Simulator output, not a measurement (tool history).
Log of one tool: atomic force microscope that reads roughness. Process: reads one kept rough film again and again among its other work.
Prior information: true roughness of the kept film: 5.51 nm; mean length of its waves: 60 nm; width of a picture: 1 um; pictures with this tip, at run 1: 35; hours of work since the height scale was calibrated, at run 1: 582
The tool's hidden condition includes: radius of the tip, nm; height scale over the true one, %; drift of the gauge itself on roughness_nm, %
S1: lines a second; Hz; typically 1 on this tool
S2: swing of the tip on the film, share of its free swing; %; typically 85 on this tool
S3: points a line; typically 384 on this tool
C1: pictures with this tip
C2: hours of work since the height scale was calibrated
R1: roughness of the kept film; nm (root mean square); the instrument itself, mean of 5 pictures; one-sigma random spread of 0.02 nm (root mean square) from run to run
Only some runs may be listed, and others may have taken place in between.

{"run": 1, "day": 0.0, "S1": 1, "S2": 85, "S3": 384, "C1": 35, "C2": 582, "R1": 4.653}
{"day": 1.054, "done": "new tip fitted"}
{"run": 2, "day": 1.804, "S1": 1, "S2": 85, "S3": 384, "C1": 34, "C2": 615, "R1": 4.625}
{"day": 2.912, "done": "new tip fitted"}
{"run": 3, "day": 2.975, "S1": 1, "S2": 85, "S3": 384, "C1": 3, "C2": 637, "R1": 4.926}
{"run": 4, "day": 3.9, "S1": 1, "S2": 85, "S3": 384, "C1": 45, "C2": 654, "R1": 4.555}
{"day": 4.662, "done": "new tip fitted"}
{"run": 5, "day": 4.983, "S1": 1, "S2": 85, "S3": 384, "C1": 15, "C2": 674, "R1": 4.859}
{"run": 6, "day": 5.762, "S1": 1, "S2": 85, "S3": 384, "C1": 50, "C2": 688, "R1": 4.53}
{"day": 6.433, "done": "new tip fitted"}
{"run": 7, "day": 6.833, "S1": 1, "S2": 85, "S3": 384, "C1": 18, "C2": 708, "R1": 4.764}
{"run": 8, "day": 7.858, "S1": 1, "S2": 85, "S3": 384, "C1": 65, "C2": 727, "R1": 4.392}
{"day": 8.212, "done": "new tip fitted"}
{"run": 9, "day": 8.896, "S1": 0.58, "S2": 68, "S3": 675, "C1": 32, "C2": 746, "R1": 4.866}
{"day": 10.012, "done": "new tip fitted"}
{"run": 10, "day": 10.35, "S1": 0.58, "S2": 68, "S3": 675, "C1": 15, "C2": 773, "R1": 5.044}
{"run": 11, "day": 11.104, "S1": 0.71, "S2": 87, "S3": 299, "C1": 50, "C2": 787, "R1": 4.552}
{"day": 11.762, "done": "new tip fitted"}
{"run": 12, "day": 12.0, "S1": 3.6, "S2": 80, "S3": 1002, "C1": 11, "C2": 804, "R1": 4.407}
{"run": 13, "day": 12.929, "S1": 3.6, "S2": 80, "S3": 1002, "C1": 53, "C2": 821, "R1": 4.127}
{"day": 13.567, "done": "new tip fitted"}
{"run": 14, "day": 14.221, "S1": 3.6, "S2": 80, "S3": 1002, "C1": 30, "C2": 845, "R1": 4.266}
{"run": 15, "day": 15.212, "S1": 3.6, "S2": 56, "S3": 407, "C1": 76, "C2": 863, "R1": 4.375}

Results for each run, recomputed without the tool's hidden state and with each run's random variation untouched:
run=1 R1=4.981
run=2 R1=4.961
run=3 R1=4.973
run=4 R1=5.002
run=5 R1=4.988
run=6 R1=4.981
run=7 R1=4.945
run=8 R1=4.968
run=9 R1=5.205
run=10 R1=5.213
run=11 R1=4.996
run=12 R1=4.505
run=13 R1=4.538
run=14 R1=4.535
run=15 R1=5.104
